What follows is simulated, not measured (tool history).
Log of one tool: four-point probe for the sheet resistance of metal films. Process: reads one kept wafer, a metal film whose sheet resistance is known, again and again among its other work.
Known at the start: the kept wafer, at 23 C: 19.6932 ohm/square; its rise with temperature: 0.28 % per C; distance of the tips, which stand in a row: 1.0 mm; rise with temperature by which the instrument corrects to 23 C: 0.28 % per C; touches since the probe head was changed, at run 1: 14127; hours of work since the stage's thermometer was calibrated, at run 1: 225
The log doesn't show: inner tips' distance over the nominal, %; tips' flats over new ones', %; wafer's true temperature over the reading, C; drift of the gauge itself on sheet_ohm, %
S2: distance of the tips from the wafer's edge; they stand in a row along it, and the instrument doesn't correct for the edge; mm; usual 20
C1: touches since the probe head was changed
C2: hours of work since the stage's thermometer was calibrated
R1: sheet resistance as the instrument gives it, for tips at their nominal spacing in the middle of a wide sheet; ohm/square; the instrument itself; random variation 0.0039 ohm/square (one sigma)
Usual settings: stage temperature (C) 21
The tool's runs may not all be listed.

Run 1, day 0: usual settings; C1 14127; C2 225. Result: R1 19.711114 ohm/square.
Run 2, day 2.004: usual settings but S2 44 mm; C1 15156; C2 263. Result: R1 19.689036 ohm/square.
Run 3, day 3.908: usual settings but S2 44 mm; C1 16135; C2 300. Result: R1 19.692854 ohm/square.
Run 4, day 6.9: usual settings; C1 17672; C2 357. Result: R1 19.707361 ohm/square.
Run 5, day 9.483: usual settings; C1 18999; C2 406. Result: R1 19.716077 ohm/square.
Run 6, day 11.2: usual settings but S2 4 mm; C1 19880; C2 439. Result: R1 20.328919 ohm/square.
Run 7, day 14.3: usual settings but S2 4 mm; C1 21474; C2 498. Result: R1 20.327551 ohm/square.
Run 8, day 16.488: usual settings but S2 4 mm; C1 22598; C2 540. Result: R1 20.331943 ohm/square.
Run 9, day 18.538: usual settings but S2 4 mm; C1 23650; C2 579. Result: R1 20.326426 ohm/square.
Run 10, day 21.1: usual settings; C1 24968; C2 628. Result: R1 19.719376 ohm/square.
Run 11, day 23.262: usual settings; C1 26079; C2 669. Result: R1 19.719456 ohm/square.
Run 12, day 24.788: usual settings; C1 26862; C2 698. Result: R1 19.716554 ohm/square.
Run 13, day 27.158: usual settings but stage temperature (C) 31; C1 28081; C2 744. Result: R1 19.710131 ohm/square.
Run 14, day 28.629: usual settings but stage temperature (C) 31; C1 28835; C2 772. Result: R1 19.708513 ohm/square.
Run 15, day 31.229: usual settings but S2 4 mm; C1 30171; C2 821. Result: R1 20.338339 ohm/square.
Run 16, day 33.912: usual settings but stage temperature (C) 23, S2 57 mm; C1 31549; C2 873. Result: R1 19.6898 ohm/square.
Run 17, day 35.225: usual settings but S2 31 mm; C1 32224; C2 898. Result: R1 19.711088 ohm/square.
Run 18, day 37.912: usual settings but stage temperature (C) 22; C1 33605; C2 949. Result: R1 19.718547 ohm/square.
Run 19, day 40.129: usual settings but stage temperature (C) 22; C1 34744; C2 992. Result: R1 19.723849 ohm/square.
Run 20, day 43.317: usual settings but stage temperature (C) 31, S2 22 mm; C1 36382; C2 1052. Result: R1 19.710339 ohm/square.
Run 21, day 45.871: usual settings but stage temperature (C) 31, S2 17 mm; C1 37694; C2 1101. Result: R1 19.727615 ohm/square.
Run 22, day 48.408: usual settings but stage temperature (C) 25, S2 46 mm; C1 38998; C2 1150. Result: R1 19.701344 ohm/square.
Run 23, day 51.35: usual settings but stage temperature (C) 26, S2 46 mm; C1 40510; C2 1206. Result: R1 19.697357 ohm/square.
Run 24, day 54.533: usual settings but stage temperature (C) 18, S2 4 mm; C1 42145; C2 1267. Result: R1 20.338326 ohm/square.
Run 25, day 56.654: usual settings but stage temperature (C) 32, S2 52 mm; C1 43235; C2 1307. Result: R1 19.697946 ohm/square.

Forecast each of these 5 alternatives for the next run:
Run A, day 58.038: usual settings but stage temperature (C) 18; C1 43945; C2 1334. Result: R1 ?.
Run B, day 58.038: usual settings but S2 4 mm; C1 43945; C2 1334. Result: R1 ?.
Run C, day 58.038: usual settings but S2 52 mm; C1 43945; C2 1334. Result: R1 ?.
Run D, day 58.038: usual settings but stage temperature (C) 22, S2 66 mm; C1 43945; C2 1334. Result: R1 ?.
Run E, day 58.038: usual settings but stage temperature (C) 28, S2 4 mm; C1 43945; C2 1334. Result: R1 ?.

run         R1
  A  19.725942
  B  20.342399
  C  19.704538
  D  19.698745
  E   20.33046
Without the tool's hidden state the same runs would have given:
run         R1
  A  19.721847
  B  20.338025
  C  19.700221
  D  19.694356
  E  20.325567
